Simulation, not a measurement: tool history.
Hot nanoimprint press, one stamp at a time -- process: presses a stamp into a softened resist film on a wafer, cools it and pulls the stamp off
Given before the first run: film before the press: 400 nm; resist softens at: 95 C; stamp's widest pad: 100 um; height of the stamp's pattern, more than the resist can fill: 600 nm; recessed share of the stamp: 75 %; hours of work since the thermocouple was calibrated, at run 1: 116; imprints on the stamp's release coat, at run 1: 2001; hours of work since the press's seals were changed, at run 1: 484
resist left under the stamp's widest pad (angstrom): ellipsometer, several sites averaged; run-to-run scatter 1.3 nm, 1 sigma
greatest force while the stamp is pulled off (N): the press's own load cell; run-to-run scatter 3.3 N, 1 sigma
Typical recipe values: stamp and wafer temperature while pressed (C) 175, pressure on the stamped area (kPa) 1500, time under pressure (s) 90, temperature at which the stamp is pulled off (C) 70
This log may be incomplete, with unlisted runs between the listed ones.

run,day,stamp and wafer temperature while pressed (C),pressure on the stamped area (kPa),time under pressure (s),temperature at which the stamp is pulled off (C),hours of work since the thermocouple was calibrated,imprints on the stamp's release coat,hours of work since the press's seals were changed,resist left under the stamp's widest pad (angstrom),greatest force while the stamp is pulled off (N)
1,0.000,175,1500,90,70,116,2001,484,2084,194
# day 1.721: stamp cleaned and given a new release coat
2,2.383,175,1500,90,70,151,39,520,2070,159
3,3.488,176,1500,90,70,169,104,538,2020,153
4,5.333,175,990,90,70,200,213,568,2395,160
5,6.812,175,1500,109,70,224,300,593,1928,161
6,8.029,175,1500,109,70,244,372,613,1922,164
7,9.825,175,1500,109,70,274,478,643,1914,160
8,11.067,175,1500,109,70,295,552,663,1913,161
9,12.708,175,1500,109,70,322,649,690,1910,163
10,14.317,175,1500,109,70,348,743,717,1909,173
11,15.571,175,2060,90,70,369,818,738,1802,166
12,16.738,175,1500,90,70,388,886,757,2039,176
13,18.138,181,1500,90,70,411,969,780,1677,168
14,19.304,181,1500,177,70,431,1038,799,1258,177
15,20.554,184,1650,90,72,451,1112,820,1449,170
16,21.738,184,1650,90,72,471,1182,839,1442,175
17,23.388,184,1650,90,72,498,1279,867,1437,170
# day 25.333: plate thermocouple calibrated
18,25.504,175,1650,90,77,3,1397,900,2071,163
19,26.725,172,1420,164,78,23,1469,920,1921,167
# day 27.712: press's hydraulic seals changed and the load cell set to zero
20,28.925,172,1420,164,78,54,1579,20,1881,167
21,30.404,172,1420,164,78,78,1666,44,1872,175
22,31.900,172,1420,164,78,103,1754,69,1904,170
23,33.675,186,1260,103,76,132,1859,99,1469,180

Difference, measured minus no-hidden-state, one row per run. Run-to-run variation is common to both terms; the gauge's own scatter need not be:
The tool's hidden condition here consists of: true temperature over the reading, C; pressure that arrives at the usual setting, %; grip of the stamp's worn release coat, % over a new coat's; drift of the gauge itself on residual_nm, %; drift of the gauge itself on pull_off_n, %.
run,resist left under the stamp's widest pad (angstrom),greatest force while the stamp is pulled off (N)
1,-2,+42
2,-9,+0
3,-13,+1
4,-24,+4
5,-24,+5
6,-27,+6
7,-34,+8
8,-37,+9
9,-43,+11
10,-49,+13
11,-45,+14
12,-59,+15
13,-52,+17
14,-46,+18
15,-49,+19
16,-52,+21
17,-55,+21
18,+35,+26
19,+27,+28
20,-2,+29
21,-7,+32
22,-13,+32
23,-13,+36
